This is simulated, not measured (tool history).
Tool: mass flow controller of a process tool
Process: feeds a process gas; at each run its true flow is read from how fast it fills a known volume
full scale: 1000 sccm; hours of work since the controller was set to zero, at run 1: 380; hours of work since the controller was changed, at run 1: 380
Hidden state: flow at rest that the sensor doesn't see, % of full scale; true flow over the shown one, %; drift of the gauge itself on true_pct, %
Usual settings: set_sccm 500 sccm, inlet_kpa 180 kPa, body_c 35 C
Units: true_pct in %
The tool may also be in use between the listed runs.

run,day,set_sccm,inlet_kpa,body_c,hours of work since the controller was set to zero,hours of work since the controller was changed,true_pct
1,0,500,180,35,380,380,97.66
2,7.992,500,180,35,497,497,97.73
3,22.433,500,264,35,710,710,97.6
4,35.5,500,180,35,902,902,97.65
5,42.438,500,180,29,1004,1004,98.01
6,55.779,500,180,29,1200,1200,97.89
7,69.721,161,180,35,1405,1405,96.53
8,78.917,161,180,35,1541,1541,96.37
9,88.4,161,180,35,1680,1680,96.44
10,101.267,500,180,35,1869,1869,97.52
11,107.325,500,180,35,1958,1958,97.62
12,116.162,500,180,35,2088,2088,97.54
13,123.662,500,180,35,2199,2199,97.51
14,137.108,500,180,35,2397,2397,97.61
15,143.221,500,180,22,2486,2486,98.14
16,157.446,500,180,22,2696,2696,98.06
17,164,500,180,22,2792,2792,98.14
18,174.342,500,180,22,2944,2944,98.21
19,185.404,500,180,22,3107,3107,98.06
20,193.717,500,180,22,3229,3229,98.09
21,207.288,500,180,28,3429,3429,97.74
22,220.171,500,180,35,3618,3618,97.16
23,226.088,500,180,21,3705,3705,98.01
24,234.658,500,180,21,3832,3832,98.1
25,242.204,500,156,35,3942,3942,97.35
26,250.029,270,175,35,4058,4058,96.35
27,259.133,204,180,35,4192,4192,96.22
28,271.325,541,180,34,4371,4371,97.29
29,283.708,461,221,26,4553,4553,97.31
30,289.804,461,189,35,4643,4643,97
31,300.362,461,189,35,4798,4798,96.96
32,309.638,933,171,35,4934,4934,98.66
33,321.75,437,180,27,5113,5113,97.33
34,328.033,437,180,27,5205,5205,97.24
35,340.817,500,180,28,5393,5393,97.54
# day 342.504: gauge calibrated
36,347.321,500,180,28,5489,5489,98.25
37,354.867,149,160,21,5600,5600,97.23
38,365.362,196,158,38,5754,5754,96.59
39,376.85,890,248,35,5923,5923,98.81
40,386.338,890,248,35,6063,6063,98.72
41,397.092,890,248,35,6221,6221,98.81
42,403.396,890,248,35,6314,6314,98.79
43,411.704,890,248,35,6436,6436,98.89
44,420.708,890,248,35,6568,6568,98.92
# day 426.133: controller exchanged for a calibrated one
45,427.929,798,240,21,26,26,99.26

Forecast each of these 5 alternatives for the next run:
A,437.262,798,240,30,164,164,?
B,437.262,500,198,34,164,164,?
C,437.262,187,271,33,164,164,?
D,437.262,270,240,22,164,164,?
E,437.262,798,205,21,164,164,?

run,true_pct
A,98.68
B,97.56
C,96.2
D,97.31
E,99.32
Without the tool's hidden state the same runs would have given:
run,true_pct
A,98.89
B,97.77
C,96.41
D,97.52
E,99.54
